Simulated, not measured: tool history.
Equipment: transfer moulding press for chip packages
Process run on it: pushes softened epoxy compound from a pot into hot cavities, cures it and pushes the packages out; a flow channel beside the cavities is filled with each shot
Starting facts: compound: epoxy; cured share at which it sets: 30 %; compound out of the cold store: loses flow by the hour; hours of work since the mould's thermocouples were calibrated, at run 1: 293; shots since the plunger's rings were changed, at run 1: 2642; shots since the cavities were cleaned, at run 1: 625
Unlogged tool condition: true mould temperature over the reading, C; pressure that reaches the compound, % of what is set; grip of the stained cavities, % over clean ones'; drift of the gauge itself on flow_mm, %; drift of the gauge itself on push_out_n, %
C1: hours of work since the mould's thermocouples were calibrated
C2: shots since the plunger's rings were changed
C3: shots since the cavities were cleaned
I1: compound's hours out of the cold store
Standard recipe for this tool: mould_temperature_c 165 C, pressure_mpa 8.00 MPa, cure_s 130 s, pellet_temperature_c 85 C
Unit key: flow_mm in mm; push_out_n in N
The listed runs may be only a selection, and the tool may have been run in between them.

run 1 hour=0.0 | mould_temperature_c=165 pressure_mpa=8.00 cure_s=130 pellet_temperature_c=85 | C1=293 C2=2642 C3=625 | I1=23.6 | flow_mm=828 push_out_n=625
run 2 hour=8.3 | mould_temperature_c=165 pressure_mpa=8.00 cure_s=130 pellet_temperature_c=85 | C1=298 C2=2717 C3=700 | I1=32.4 | flow_mm=801 push_out_n=635
run 3 hour=16.5 | mould_temperature_c=165 pressure_mpa=8.00 cure_s=130 pellet_temperature_c=85 | C1=303 C2=2792 C3=775 | I1=46.5 | flow_mm=774 push_out_n=651
run 4 hour=26.9 | mould_temperature_c=165 pressure_mpa=8.00 cure_s=130 pellet_temperature_c=85 | C1=309 C2=2887 C3=870 | I1=19.3 | flow_mm=838 push_out_n=685
-- hour=35.2 cavities cleaned with cleaning compound and waxed
run 5 hour=37.9 | mould_temperature_c=165 pressure_mpa=8.00 cure_s=130 pellet_temperature_c=85 | C1=315 C2=2973 C3=24 | I1=10.9 | flow_mm=865 push_out_n=450
run 6 hour=50.9 | mould_temperature_c=165 pressure_mpa=8.00 cure_s=158 pellet_temperature_c=85 | C1=323 C2=3092 C3=143 | I1=28.8 | flow_mm=813 push_out_n=441
-- hour=57.4 mould's thermocouples calibrated
run 7 hour=61.5 | mould_temperature_c=165 pressure_mpa=8.00 cure_s=158 pellet_temperature_c=85 | C1=2 C2=3171 C3=222 | I1=37.1 | flow_mm=785 push_out_n=455
run 8 hour=70.6 | mould_temperature_c=165 pressure_mpa=8.00 cure_s=130 pellet_temperature_c=85 | C1=8 C2=3253 C3=304 | I1=45.6 | flow_mm=764 push_out_n=533
run 9 hour=81.2 | mould_temperature_c=165 pressure_mpa=8.65 cure_s=130 pellet_temperature_c=85 | C1=14 C2=3350 C3=401 | I1=29.3 | flow_mm=847 push_out_n=568
run 10 hour=93.6 | mould_temperature_c=165 pressure_mpa=6.58 cure_s=130 pellet_temperature_c=85 | C1=22 C2=3463 C3=514 | I1=40.8 | flow_mm=709 push_out_n=588
run 11 hour=102.2 | mould_temperature_c=165 pressure_mpa=6.58 cure_s=130 pellet_temperature_c=85 | C1=27 C2=3541 C3=592 | I1=17.6 | flow_mm=752 push_out_n=605
run 12 hour=112.9 | mould_temperature_c=165 pressure_mpa=6.58 cure_s=130 pellet_temperature_c=85 | C1=33 C2=3639 C3=690 | I1=42.9 | flow_mm=697 push_out_n=632
run 13 hour=122.1 | mould_temperature_c=165 pressure_mpa=8.00 cure_s=130 pellet_temperature_c=83 | C1=39 C2=3723 C3=774 | I1=39.1 | flow_mm=778 push_out_n=654
run 14 hour=132.7 | mould_temperature_c=165 pressure_mpa=8.00 cure_s=130 pellet_temperature_c=83 | C1=45 C2=3819 C3=870 | I1=21.1 | flow_mm=816 push_out_n=654
-- hour=140.8 cavities cleaned with cleaning compound and waxed
run 15 hour=145.4 | mould_temperature_c=165 pressure_mpa=8.00 cure_s=130 pellet_temperature_c=83 | C1=52 C2=3921 C3=42 | I1=13.9 | flow_mm=834 push_out_n=483
run 16 hour=157.2 | mould_temperature_c=172 pressure_mpa=8.00 cure_s=130 pellet_temperature_c=89 | C1=59 C2=4029 C3=150 | I1=45.9 | flow_mm=747 push_out_n=419
run 17 hour=166.8 | mould_temperature_c=172 pressure_mpa=8.00 cure_s=130 pellet_temperature_c=89 | C1=65 C2=4116 C3=237 | I1=26.8 | flow_mm=783 push_out_n=448
run 18 hour=172.5 | mould_temperature_c=161 pressure_mpa=8.00 cure_s=160 pellet_temperature_c=89 | C1=68 C2=4168 C3=289 | I1=37.5 | flow_mm=788 push_out_n=500
run 19 hour=179.8 | mould_temperature_c=161 pressure_mpa=8.54 cure_s=115 pellet_temperature_c=90 | C1=72 C2=4234 C3=355 | I1=10.8 | flow_mm=875 push_out_n=951
run 20 hour=186.8 | mould_temperature_c=166 pressure_mpa=9.33 cure_s=130 pellet_temperature_c=85 | C1=77 C2=4298 C3=419 | I1=39.0 | flow_mm=824 push_out_n=562
run 21 hour=194.7 | mould_temperature_c=166 pressure_mpa=6.98 cure_s=130 pellet_temperature_c=89 | C1=81 C2=4371 C3=492 | I1=23.2 | flow_mm=747 push_out_n=576
run 22 hour=200.6 | mould_temperature_c=166 pressure_mpa=6.98 cure_s=130 pellet_temperature_c=89 | C1=85 C2=4424 C3=545 | I1=21.8 | flow_mm=749 push_out_n=617
run 23 hour=211.9 | mould_temperature_c=166 pressure_mpa=6.98 cure_s=147 pellet_temperature_c=89 | C1=92 C2=4528 C3=649 | I1=17.9 | flow_mm=761 push_out_n=536
run 24 hour=224.5 | mould_temperature_c=168 pressure_mpa=7.37 cure_s=157 pellet_temperature_c=75 | C1=99 C2=4643 C3=764 | I1=26.6 | flow_mm=758 push_out_n=557
run 25 hour=231.8 | mould_temperature_c=158 pressure_mpa=7.26 cure_s=152 pellet_temperature_c=91 | C1=103 C2=4709 C3=830 | I1=46.4 | flow_mm=728 push_out_n=744
run 26 hour=238.7 | mould_temperature_c=170 pressure_mpa=8.00 cure_s=130 pellet_temperature_c=83 | C1=108 C2=4772 C3=893 | I1=43.7 | flow_mm=744 push_out_n=570

For run 27, what comes out?
-- hour=244.8 cavities cleaned with cleaning compound and waxed
run 27 hour=253.3 | mould_temperature_c=165 pressure_mpa=8.00 cure_s=130 pellet_temperature_c=78 | C1=115 C2=4891 C3=78 | I1=9.6 | flow_mm=? push_out_n=?

{"run 27": {"flow_mm": 833, "push_out_n": 495}}
Minus the tool's unlogged condition, the same run would have read flow_mm 900 mm, push_out_n 456 N.
